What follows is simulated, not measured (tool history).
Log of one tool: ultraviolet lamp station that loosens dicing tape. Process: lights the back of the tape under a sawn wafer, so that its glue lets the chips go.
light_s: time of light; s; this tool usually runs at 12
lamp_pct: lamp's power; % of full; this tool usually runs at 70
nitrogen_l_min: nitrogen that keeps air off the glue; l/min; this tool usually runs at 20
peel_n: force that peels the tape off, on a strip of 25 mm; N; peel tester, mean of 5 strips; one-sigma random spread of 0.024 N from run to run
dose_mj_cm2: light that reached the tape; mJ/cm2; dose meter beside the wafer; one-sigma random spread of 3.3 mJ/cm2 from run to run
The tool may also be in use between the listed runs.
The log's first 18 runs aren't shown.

run,hour,light_s,lamp_pct,nitrogen_l_min,peel_n,dose_mj_cm2
19,112.7,12,70,18,1.495,464
20,117.4,12,70,31,1.211,455
21,124.1,12,70,31,1.202,458
22,133,12,70,31,1.237,450
23,138.5,12,70,31,1.238,455
24,146,12,70,31,1.257,453
25,153.7,23,70,23,0.35,867
26,161.2,12,70,7,2.367,452
27,165.8,12,70,7,2.282,453
28,172.5,12,70,7,2.286,452

Expected results for the next run?
29,179.6,12,70,7,?,?

peel_n: 2.461 N
dose_mj_cm2: 449 mJ/cm2
Without the tool's hidden state the same run would have given peel_n 2.039 N, dose_mj_cm2 519 mJ/cm2.

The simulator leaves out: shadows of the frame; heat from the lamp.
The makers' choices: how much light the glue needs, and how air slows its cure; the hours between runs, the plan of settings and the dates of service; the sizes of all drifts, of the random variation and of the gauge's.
